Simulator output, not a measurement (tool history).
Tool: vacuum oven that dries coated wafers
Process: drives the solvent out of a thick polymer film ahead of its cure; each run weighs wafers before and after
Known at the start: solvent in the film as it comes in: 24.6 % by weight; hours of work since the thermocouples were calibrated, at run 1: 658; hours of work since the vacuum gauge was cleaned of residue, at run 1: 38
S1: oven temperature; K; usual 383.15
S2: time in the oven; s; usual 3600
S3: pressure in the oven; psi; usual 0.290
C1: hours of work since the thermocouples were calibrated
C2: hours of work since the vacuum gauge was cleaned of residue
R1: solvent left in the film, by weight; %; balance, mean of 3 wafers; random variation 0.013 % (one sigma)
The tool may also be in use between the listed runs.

run	hour	S1	S2	S3	C1	C2	R1
1	0.0	383.15	3600	0.290	658	38	2.88
2	12.0	383.15	3600	0.837	667	47	4.68
3	17.6	383.15	3600	0.146	671	51	2.42
4	23.3	383.15	5400	0.290	675	55	1.60
5	31.6	383.15	3600	0.508	681	61	3.62
6	42.9	383.15	3600	0.489	690	70	3.54
7	51.7	383.15	2820	0.489	696	76	4.74
8	56.8	383.15	3600	0.290	700	80	2.87
9	63.5	383.15	3600	0.290	705	85	2.89
10	69.4	383.15	3600	0.290	709	89	2.88
11	76.1	383.15	3600	0.290	714	94	2.90
12	87.9	383.15	3600	0.290	722	102	2.85
13	98.7	394.15	3600	0.290	730	110	1.22
14	106.6	394.15	3600	0.290	736	116	1.21
15	115.4	394.15	3600	0.290	743	122	1.23
16	121.6	394.15	3600	0.290	747	127	1.23
17	130.6	380.15	3600	0.290	754	134	3.59
18	140.1	380.15	3600	0.290	761	141	3.59
19	146.7	389.15	3600	0.290	765	145	1.83
20	155.5	389.15	3600	0.290	772	152	1.82
21	164.2	382.15	5940	0.313	778	158	1.62
22	173.0	383.15	2340	0.183	784	164	4.93
23	178.3	383.15	2340	0.183	788	168	4.89
24	184.6	391.15	6360	0.654	793	173	1.83
25	192.1	391.15	6360	0.654	798	178	1.85
26	199.4	372.15	3600	0.360	804	184	6.19
27	209.6	372.15	3600	0.360	811	191	6.20
28	221.3	372.15	3600	0.360	820	200	6.16
29	227.7	372.15	3600	0.187	824	204	5.46
# hour 231.9: oven's thermocouples calibrated
30	240.5	372.15	3600	0.187	6	212	5.48
31	247.0	397.15	3600	1.124	11	217	2.85
32	256.4	395.15	3600	0.290	18	224	1.13
33	262.0	389.15	5400	0.334	22	228	1.21
34	267.0	389.15	5400	0.334	26	231	1.20
35	275.2	389.15	5400	0.978	32	237	3.06
36	280.7	389.15	5400	0.978	36	241	3.05
37	291.3	389.15	5400	0.978	43	249	3.06
38	300.3	383.15	6480	0.445	50	256	1.88

How the hidden state differs across the entries between the runs, from the last listed run before each to the first after it:
Between runs 29 and 30: oven's thermocouples calibrated (hour 231.9)
  true wafer temperature over the reading, C: 0.03 -> -0.02
